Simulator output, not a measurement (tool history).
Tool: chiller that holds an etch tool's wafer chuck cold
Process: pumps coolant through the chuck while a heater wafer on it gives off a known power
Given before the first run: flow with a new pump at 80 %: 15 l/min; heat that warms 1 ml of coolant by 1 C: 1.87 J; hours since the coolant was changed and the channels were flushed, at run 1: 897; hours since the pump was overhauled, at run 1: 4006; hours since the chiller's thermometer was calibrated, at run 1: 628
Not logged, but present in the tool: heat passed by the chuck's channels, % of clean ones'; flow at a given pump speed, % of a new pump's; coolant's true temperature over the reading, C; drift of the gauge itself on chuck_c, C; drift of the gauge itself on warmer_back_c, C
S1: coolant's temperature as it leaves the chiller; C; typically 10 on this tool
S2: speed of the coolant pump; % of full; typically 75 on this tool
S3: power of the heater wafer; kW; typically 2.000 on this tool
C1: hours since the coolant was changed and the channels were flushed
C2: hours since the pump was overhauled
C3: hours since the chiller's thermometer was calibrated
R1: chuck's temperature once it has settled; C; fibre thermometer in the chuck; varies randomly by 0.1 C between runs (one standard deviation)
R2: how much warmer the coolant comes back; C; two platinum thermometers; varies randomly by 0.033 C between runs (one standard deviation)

run	hour	S1	S2	S3	C1	C2	C3	R1	R2
1	0.0	10	75	2.000	897	4006	628	23.4	4.60
2	116.1	10	97	2.000	1014	4122	744	21.1	3.46
3	202.5	10	97	2.000	1100	4209	830	21.1	3.53
4	303.9	10	97	2.000	1201	4310	931	21.4	3.43
5	357.4	10	97	2.000	1255	4363	985	21.1	3.39
6	428.4	10	97	2.000	1326	4435	1056	21.2	3.41
7	546.2	10	97	2.000	1444	4552	1174	21.1	3.38
8	628.5	10	97	1.473	1526	4635	1256	18.0	2.51
9	723.8	15	97	1.473	1621	4730	1351	23.4	2.50
10	783.2	15	97	1.473	1681	4789	1411	23.2	2.49
11	842.7	15	97	1.473	1740	4849	1470	23.4	2.56
12	932.5	5	97	1.473	1830	4939	1560	12.9	2.55
13	1036.6	10	75	2.000	1934	5043	1664	23.3	4.61
14	1110.6	10	75	1.227	2008	5117	1738	18.1	2.82
15	1226.9	10	75	1.227	2124	5233	1854	18.2	2.82
16	1312.5	10	91	1.227	2210	5319	1940	17.1	2.25
17	1377.0	10	91	1.227	2275	5383	2005	17.2	2.28
18	1434.4	3	78	1.872	2332	5441	2062	15.1	4.06
19	1513.6	19	65	2.142	2411	5520	2141	34.9	5.85
20	1618.9	19	65	2.142	2516	5625	2246	34.7	5.85
21	1694.3	19	65	2.142	2592	5700	2322	34.9	5.83
22	1755.7	2	75	2.738	2653	5762	2383	20.1	6.36

Run 23, settings as shown, results not yet in. Your forecast:
23	1813.2	16	75	2.000	2711	5819	2441	?	?

Run 23 came out at R1 29.2 C, R2 4.65 C.
The same run, on a tool lacking any hidden state, would have yielded R1 29.2 C, R2 4.64 C.
